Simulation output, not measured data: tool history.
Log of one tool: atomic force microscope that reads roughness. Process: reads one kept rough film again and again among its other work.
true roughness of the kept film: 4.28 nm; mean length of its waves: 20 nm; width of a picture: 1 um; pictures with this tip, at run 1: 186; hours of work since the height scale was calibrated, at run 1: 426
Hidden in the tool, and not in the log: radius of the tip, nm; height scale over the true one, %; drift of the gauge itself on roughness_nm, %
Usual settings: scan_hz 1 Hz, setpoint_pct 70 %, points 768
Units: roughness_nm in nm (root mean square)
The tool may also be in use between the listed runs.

run	hour	scan_hz	setpoint_pct	points	pictures with this tip	hours of work since the height scale was calibrated	roughness_nm
1	0.0	1	70	768	186	426	1.529
# hour 7.9: new tip fitted
2	14.2	1	70	768	8	434	2.683
3	33.3	1	58	768	30	446	2.581
4	63.0	1	69	768	65	465	2.226
5	77.2	1	56	768	82	474	2.147
6	92.7	1	56	768	100	483	2.031
7	111.4	1	56	554	122	495	1.911
8	140.7	1	56	554	156	513	1.734
9	153.9	1	56	554	172	521	1.654
10	171.4	1	56	554	192	532	1.574
# hour 173.5: new tip fitted
11	199.9	1	56	554	31	550	2.592
12	221.6	1	70	450	56	563	2.274

Run 13 comes next. What will it give?
13	250.7	1	70	768	90	581	?

roughness_nm: 2.022 nm (root mean square)
Without the tool's hidden state the same run would have given roughness_nm 2.816 nm (root mean square).
